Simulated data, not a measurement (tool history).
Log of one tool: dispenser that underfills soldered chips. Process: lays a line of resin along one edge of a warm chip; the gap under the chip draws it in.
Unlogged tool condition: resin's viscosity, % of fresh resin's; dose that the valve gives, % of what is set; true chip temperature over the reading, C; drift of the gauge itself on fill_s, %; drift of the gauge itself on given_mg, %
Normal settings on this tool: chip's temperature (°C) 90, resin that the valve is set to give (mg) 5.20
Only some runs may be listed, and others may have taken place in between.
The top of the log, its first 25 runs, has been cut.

run	day	chip's temperature (°C)	resin that the valve is set to give (mg)	hours of work since the syringe was changed	hours of work since the valve was cleaned	hours of work since the stage was calibrated	time until the resin shows at the far edge (s)	resin that the valve gave (mg)
26	5.579	97	4.48	5	131	118	21.6	4.24
27	5.725	93	5.75	8	134	121	29.6	5.54
# day 5.812: dispensing valve cleaned and set on the balance
# day 5.850: new syringe of resin
28	5.921	93	5.75	1	2	124	18.2	5.70
29	6.112	103	4.41	5	5	127	16.3	4.39
# day 6.346: new syringe of resin
30	6.375	83	6.07	1	10	132	26.4	6.09
31	6.600	105	4.90	5	14	136	13.9	4.89
32	6.817	92	5.10	9	19	140	34.0	5.07
# day 6.854: new syringe of resin
33	7.058	94	5.26	4	23	145	20.5	5.24
# day 7.362: new syringe of resin
34	7.362	94	5.26	0	28	150	16.0	5.19
35	7.483	90	6.65	2	31	153	20.7	6.58
36	7.721	81	4.63	7	35	157	49.8	4.55

Forecast each of these 4 alternatives for the next run:
# day 7.854: new syringe of resin
A	7.867	90	6.55	0	38	160	?	?
# day 7.854: new syringe of resin
B	7.867	104	4.57	0	38	160	?	?
# day 7.854: new syringe of resin
C	7.867	105	5.71	0	38	160	?	?
# day 7.854: new syringe of resin
D	7.867	82	5.73	0	38	160	?	?

run	time until the resin shows at the far edge (s)	resin that the valve gave (mg)
A	18.1	6.48
B	9.8	4.47
C	9.6	5.72
D	27.6	5.69
Had the tool no hidden state, the same runs would have come out as:
run	time until the resin shows at the far edge (s)	resin that the valve gave (mg)
A	19.2	6.56
B	10.3	4.52
C	10.1	5.79
D	29.3	5.76

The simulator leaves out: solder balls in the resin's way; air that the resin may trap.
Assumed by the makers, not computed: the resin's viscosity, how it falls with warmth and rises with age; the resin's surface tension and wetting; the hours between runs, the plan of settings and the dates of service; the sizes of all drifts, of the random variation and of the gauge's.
